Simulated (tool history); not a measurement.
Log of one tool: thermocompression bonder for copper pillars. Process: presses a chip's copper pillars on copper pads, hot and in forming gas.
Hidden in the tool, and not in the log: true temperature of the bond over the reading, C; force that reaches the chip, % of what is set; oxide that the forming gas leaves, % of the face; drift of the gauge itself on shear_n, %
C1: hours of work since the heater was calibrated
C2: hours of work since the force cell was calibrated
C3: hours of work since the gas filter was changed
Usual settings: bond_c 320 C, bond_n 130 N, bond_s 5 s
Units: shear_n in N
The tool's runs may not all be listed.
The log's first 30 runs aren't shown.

run 31 hour=949.7 | bond_c=291 bond_n=130 bond_s=4 | C1=225 C2=609 C3=276 | shear_n=57.2
run 32 hour=989.6 | bond_c=291 bond_n=130 bond_s=4 | C1=247 C2=631 C3=297 | shear_n=57.2
run 33 hour=1010.4 | bond_c=291 bond_n=130 bond_s=4 | C1=258 C2=642 C3=308 | shear_n=57.4
run 34 hour=1051.8 | bond_c=291 bond_n=130 bond_s=4 | C1=280 C2=664 C3=331 | shear_n=57.6
run 35 hour=1084.7 | bond_c=291 bond_n=130 bond_s=4 | C1=298 C2=682 C3=349 | shear_n=57.2
run 36 hour=1126.0 | bond_c=348 bond_n=79 bond_s=3 | C1=320 C2=704 C3=371 | shear_n=54.3
run 37 hour=1165.0 | bond_c=309 bond_n=130 bond_s=9 | C1=341 C2=726 C3=392 | shear_n=84.3
run 38 hour=1205.1 | bond_c=348 bond_n=130 bond_s=5 | C1=363 C2=747 C3=414 | shear_n=89.8
run 39 hour=1250.9 | bond_c=348 bond_n=130 bond_s=5 | C1=388 C2=772 C3=438 | shear_n=90.0

Forecast each of these 3 alternatives for the next run:
run A hour=1287.3 | bond_c=348 bond_n=173 bond_s=6 | C1=407 C2=792 C3=458 | shear_n=?
run B hour=1287.3 | bond_c=294 bond_n=84 bond_s=3 | C1=407 C2=792 C3=458 | shear_n=?
run C hour=1287.3 | bond_c=306 bond_n=182 bond_s=7 | C1=407 C2=792 C3=458 | shear_n=?

run=A shear_n=103.0
run=B shear_n=33.7
run=C shear_n=93.1
Without the tool's hidden state the same runs would have given:
run=A shear_n=112.3
run=B shear_n=33.9
run=C shear_n=99.4

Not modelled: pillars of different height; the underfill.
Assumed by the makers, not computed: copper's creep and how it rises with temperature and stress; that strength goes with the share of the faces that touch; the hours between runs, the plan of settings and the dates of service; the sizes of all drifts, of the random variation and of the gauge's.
